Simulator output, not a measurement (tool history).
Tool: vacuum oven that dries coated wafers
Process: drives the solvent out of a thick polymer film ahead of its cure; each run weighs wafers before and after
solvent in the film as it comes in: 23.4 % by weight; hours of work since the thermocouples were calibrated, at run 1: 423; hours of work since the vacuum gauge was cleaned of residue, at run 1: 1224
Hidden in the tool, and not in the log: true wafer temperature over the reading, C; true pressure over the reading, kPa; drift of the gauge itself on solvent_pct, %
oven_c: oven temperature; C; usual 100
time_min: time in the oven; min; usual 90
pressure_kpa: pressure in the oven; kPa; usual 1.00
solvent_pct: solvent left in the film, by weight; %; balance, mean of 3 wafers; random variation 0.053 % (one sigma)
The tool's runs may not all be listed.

run	hour	oven_c	time_min	pressure_kpa	hours of work since the thermocouples were calibrated	hours of work since the vacuum gauge was cleaned of residue	solvent_pct
1	0.0	100	90	1.00	423	1224	2.00
2	23.5	100	90	1.00	439	1239	2.06
3	55.2	100	90	1.00	460	1260	2.03
4	97.9	100	90	1.00	488	1288	2.08
5	127.7	95	90	1.00	507	1308	3.47
# hour 132.1: oven's thermocouples calibrated
6	161.2	95	90	1.00	19	1328	3.46
7	189.0	95	90	1.00	37	1347	3.57
8	220.0	95	90	1.00	58	1367	3.65
9	258.7	107	149	2.87	83	1393	2.06
# hour 278.6: oven's thermocouples calibrated, once more
10	298.9	91	60	1.00	13	1418	7.81
11	339.3	105	86	1.00	40	1444	1.31
12	381.1	107	66	1.00	67	1472	1.45
13	418.2	85	97	0.79	92	1496	7.58
14	458.2	85	97	2.89	118	1523	9.76
15	491.7	113	53	0.76	140	1545	0.86

Forecast each of these 4 alternatives for the next run:
A	521.6	113	53	1.31	160	1564	?
B	521.6	105	69	2.78	160	1564	?
C	521.6	100	129	0.88	160	1564	?
D	521.6	96	98	2.56	160	1564	?

run	solvent_pct
A	1.25
B	3.02
C	1.35
D	4.25
Without the tool's hidden state the same runs would have given:
run	solvent_pct
A	1.00
B	2.66
C	0.99
D	3.76
